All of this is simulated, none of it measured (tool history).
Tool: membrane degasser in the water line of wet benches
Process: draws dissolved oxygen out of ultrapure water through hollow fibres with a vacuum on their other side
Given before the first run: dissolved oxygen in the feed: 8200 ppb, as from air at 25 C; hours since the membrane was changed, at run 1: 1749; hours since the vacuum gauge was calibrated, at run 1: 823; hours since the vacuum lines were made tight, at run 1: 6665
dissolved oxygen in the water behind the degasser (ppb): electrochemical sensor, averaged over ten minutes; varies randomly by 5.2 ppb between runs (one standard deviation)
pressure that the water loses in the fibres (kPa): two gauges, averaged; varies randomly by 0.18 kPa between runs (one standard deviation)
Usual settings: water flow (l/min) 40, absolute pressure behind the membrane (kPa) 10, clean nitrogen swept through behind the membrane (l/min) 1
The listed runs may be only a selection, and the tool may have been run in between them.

run     day  water flow (l/min)  absolute pressure behind the membrane (kPa)  clean nitrogen swept through behind the membrane (l/min)  hours since the membrane was changed  hours since the vacuum gauge was calibrated  hours since the vacuum lines were made tight  dissolved oxygen in the water behind the degasser (ppb)  pressure that the water loses in the fibres (kPa)
  1       0                  40                                           10                                                         1                                  1749                                          823                                          6665                                                      540                                              31.92
  2   2.362                  40                                           10                                                       0.6                                  1806                                          880                                          6721                                                    767.7                                                 32
  3   4.754                  40                                           10                                                       0.6                                  1863                                          937                                          6779                                                    779.4                                              32.25
  4   6.429                  40                                           10                                                       0.6                                  1904                                          978                                          6819                                                    775.3                                               32.3
  5   9.071                  40                                           10                                                         1                                  1967                                         1041                                          6882                                                    534.3                                              32.45
  6  10.508                  40                                           10                                                         1                                  2001                                         1076                                          6917                                                    539.6                                              32.64
  7   13.55                  40                                           10                                                         1                                  2075                                         1149                                          6990                                                    551.2                                               32.4
  8  16.421                  40                                           10                                                      0.82                                  2143                                         1217                                          7059                                                    614.6                                              32.72
  9  17.904                  40                                           10                                                      0.82                                  2179                                         1253                                          7094                                                    632.6                                              32.51
 10  20.671                  40                                           10                                                      0.82                                  2245                                         1319                                          7161                                                    621.9                                              32.66
 11  23.758                  40                                           10                                                      0.82                                  2320                                         1394                                          7235                                                    620.7                                              32.45
 12  26.171                  40                                           10                                                      0.82                                  2377                                         1451                                          7293                                                    619.3                                              32.61
 13  29.112                  40                                           10                                                      0.82                                  2448                                         1522                                          7363                                                    624.9                                              32.73
 14    32.3                  40                                           10                                                       1.7                                  2525                                         1599                                          7440                                                    364.6                                              32.67
 15  33.746                  26                                           10                                                       1.7                                  2559                                         1633                                          7475                                                    239.7                                              21.39
 16  36.408                  40                                           10                                                      2.86                                  2623                                         1697                                          7539                                                    240.2                                              32.62
 17  39.438                  25                                         10.2                                                       0.4                                  2696                                         1770                                          7611                                                    760.7                                              20.38
 18  41.617                  32                                           10                                                      2.89                                  2748                                         1822                                          7664                                                    185.4                                               26.4
 19  43.304                  40                                         23.1                                                         1                                  2789                                         1863                                          7704                                                   1398.1                                              32.62
 20  44.788                  40                                         23.1                                                         1                                  2824                                         1898                                          7740                                                   1393.4                                              32.64
 21  47.738                  49                                          7.3                                                         1                                  2895                                         1969                                          7811                                                    403.7                                              40.55
 22  50.267                  50                                         12.6                                                         1                                  2956                                         2030                                          7871                                                    867.3                                              41.02
 23  52.575                  35                                         14.8                                                      1.67                                  3011                                         2085                                          7927                                                      528                                              29.02
 24  55.371                  47                                         20.9                                                      0.49                                  3078                                         2152                                          7994                                                   2179.9                                              38.75
 25  58.275                  40                                           12                                                         1                                  3148                                         2222                                          8063                                                    683.4                                              33.03
 26  60.867                  40                                           12                                                         1                                  3210                                         2284                                          8126                                                    687.3                                              33.09
 27  62.833                  39                                           10                                                         1                                  3257                                         2331                                          8173                                                    534.6                                               32.3
 28  65.146                  62                                           10                                                         1                                  3313                                         2387                                          8228                                                    754.5                                              51.15
 29  67.675                  59                                         16.5                                                         1                                  3374                                         2448                                          8289                                                   1312.7                                              48.46
 30  70.067                  40                                           10                                                      1.44                                  3431                                         2505                                          8346                                                    403.5                                              32.86
 31  72.371                  36                                           10                                                      2.62                                  3486                                         2560                                          8402                                                    228.9                                              29.79
 32  75.112                  36                                           10                                                      2.62                                  3552                                         2626                                          8467                                                    227.5                                              29.94

Branching from run 32: 3 alternative next runs. What would each branch give?
  A  76.75                  41                                           10                                                      2.62                                  3591                                         2665                                          8507                                                        ?                                                  ?
  B  76.75                  54                                           10                                                      2.62                                  3591                                         2665                                          8507                                                        ?                                                  ?
  C  76.75                  60                                          7.4                                                      2.62                                  3591                                         2665                                          8507                                                        ?                                                  ?

run  dissolved oxygen in the water behind the degasser (ppb)  pressure that the water loses in the fibres (kPa)
  A                                                    263.1                                              33.97
  B                                                    345.6                                              44.93
  C                                                      258                                              49.84
The same runs, with their run-to-run variation unchanged, on a tool lacking any hidden condition would have given:
run  dissolved oxygen in the water behind the degasser (ppb)  pressure that the water loses in the fibres (kPa)
  A                                                    262.8                                              33.04
  B                                                    345.3                                              43.71
  C                                                    257.7                                              48.48
